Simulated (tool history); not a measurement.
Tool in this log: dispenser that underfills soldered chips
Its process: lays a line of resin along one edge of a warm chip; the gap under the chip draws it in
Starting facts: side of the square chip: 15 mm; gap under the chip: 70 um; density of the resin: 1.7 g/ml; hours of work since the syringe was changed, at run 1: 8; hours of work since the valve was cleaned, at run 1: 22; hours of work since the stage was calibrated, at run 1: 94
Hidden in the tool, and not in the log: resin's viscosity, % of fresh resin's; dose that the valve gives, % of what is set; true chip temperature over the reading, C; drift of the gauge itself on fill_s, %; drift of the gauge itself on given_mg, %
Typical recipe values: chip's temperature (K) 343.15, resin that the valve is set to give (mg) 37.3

| run | hour | chip's temperature (K) | resin that the valve is set to give (mg) | hours of work since the syringe was changed | hours of work since the valve was cleaned | hours of work since the stage was calibrated | time until the resin shows at the far edge (s) | resin that the valve gave (mg) |
|---|---|---|---|---|---|---|---|---|
| 1 | 0 | 343.15 | 37.3 | 8 | 22 | 94 | 253.5 | 37.02 |
|  | 2.6 | new syringe of resin |
| 2 | 14.6 | 337.15 | 37.3 | 8 | 32 | 104 | 351.7 | 36.96 |
|  | 16.1 | new syringe of resin |
| 3 | 27.7 | 337.15 | 37.3 | 8 | 41 | 113 | 344 | 36.8 |
|  | 29.2 | new syringe of resin |
|  | 42.9 | new syringe of resin |
| 4 | 45.2 | 343.15 | 37.3 | 2 | 53 | 125 | 199.1 | 36.68 |
|  | 56.4 | dispensing valve cleaned and set on the balance |
|  | 57.1 | new syringe of resin |
| 5 | 57.1 | 343.15 | 37.3 | 0 | 0 | 132 | 189.3 | 37.38 |
| 6 | 67 | 343.15 | 37.3 | 7 | 7 | 139 | 254.1 | 37.25 |
|  | 70.8 | new syringe of resin |
| 7 | 78.1 | 343.15 | 37.3 | 5 | 15 | 147 | 235.8 | 37.14 |
|  | 84.3 | new syringe of resin |
| 8 | 88.6 | 343.15 | 37.3 | 3 | 22 | 154 | 214.2 | 37.04 |
|  | 97.5 | new syringe of resin |
| 9 | 97.5 | 343.15 | 37.3 | 0 | 28 | 160 | 185.9 | 36.96 |
| 10 | 106.4 | 343.15 | 37.3 | 6 | 35 | 167 | 241.5 | 36.92 |
|  | 110.5 | new syringe of resin |
| 11 | 120.9 | 343.15 | 37.3 | 7 | 45 | 177 | 249.7 | 36.81 |
|  | 123.6 | new syringe of resin |
| 12 | 135.8 | 343.15 | 47.7 | 9 | 55 | 187 | 262.8 | 46.93 |
|  | 137.2 | new syringe of resin |
|  | 143.1 | dispensing valve cleaned and set on the balance |
| 13 | 148.2 | 343.15 | 47.7 | 7 | 4 | 195 | 246.3 | 47.61 |
|  | 152.4 | new syringe of resin |
| 14 | 164.6 | 343.15 | 47.7 | 9 | 15 | 206 | 259.1 | 47.5 |
|  | 166 | new syringe of resin |
|  | 180 | new syringe of resin |
| 15 | 181.3 | 337.15 | 43.2 | 1 | 26 | 218 | 248.1 | 42.84 |
| 16 | 190.6 | 338.15 | 37.3 | 7 | 33 | 224 | 331.7 | 36.9 |
|  | 194.1 | new syringe of resin |
| 17 | 203.8 | 338.15 | 37.3 | 7 | 42 | 233 | 321.3 | 36.75 |
|  | 207.1 | new syringe of resin |
| 18 | 211.4 | 338.15 | 42.9 | 3 | 47 | 239 | 263.7 | 42.26 |
| 19 | 219.2 | 343.15 | 42.9 | 9 | 53 | 244 | 270.7 | 42.16 |
|  | 220.5 | new syringe of resin |
|  | 230 | dispensing valve cleaned and set on the balance |
|  | 235.5 | new syringe of resin |
| 20 | 235.6 | 348.15 | 37.1 | 0 | 4 | 254 | 153.4 | 36.91 |
|  | 248.8 | new syringe of resin |
| 21 | 249.7 | 355.15 | 46.9 | 1 | 13 | 264 | 114.1 | 46.55 |
| 22 | 257.6 | 355.15 | 46.9 | 6 | 19 | 270 | 145.7 | 46.55 |
|  | 262.6 | new syringe of resin |
| 23 | 275 | 348.15 | 34.9 | 9 | 31 | 282 | 230.2 | 34.45 |

Here are 5 independent what-if runs from the current tool condition. What would each one return?
|  | 276.8 | new syringe of resin |
| A | 283.6 | 332.15 | 37.8 | 5 | 37 | 288 | ? | ? |
|  | 276.8 | new syringe of resin |
| B | 283.6 | 337.15 | 37.3 | 5 | 37 | 288 | ? | ? |
|  | 276.8 | new syringe of resin |
| C | 283.6 | 336.15 | 40.3 | 5 | 37 | 288 | ? | ? |
|  | 276.8 | new syringe of resin |
| D | 283.6 | 332.15 | 34.9 | 5 | 37 | 288 | ? | ? |
|  | 276.8 | new syringe of resin |
| E | 283.6 | 343.15 | 48.1 | 5 | 37 | 288 | ? | ? |

| run | time until the resin shows at the far edge (s) | resin that the valve gave (mg) |
|---|---|---|
| A | 384.8 | 37.32 |
| B | 305.2 | 36.81 |
| C | 318.3 | 39.66 |
| D | 394.4 | 34.44 |
| E | 230.1 | 47.46 |
With no hidden state in the tool, these same runs would have given:
| run | time until the resin shows at the far edge (s) | resin that the valve gave (mg) |
|---|---|---|
| A | 286.9 | 37.85 |
| B | 228 | 37.33 |
| C | 238 | 40.23 |
| D | 293.8 | 34.93 |
| E | 172.8 | 48.13 |
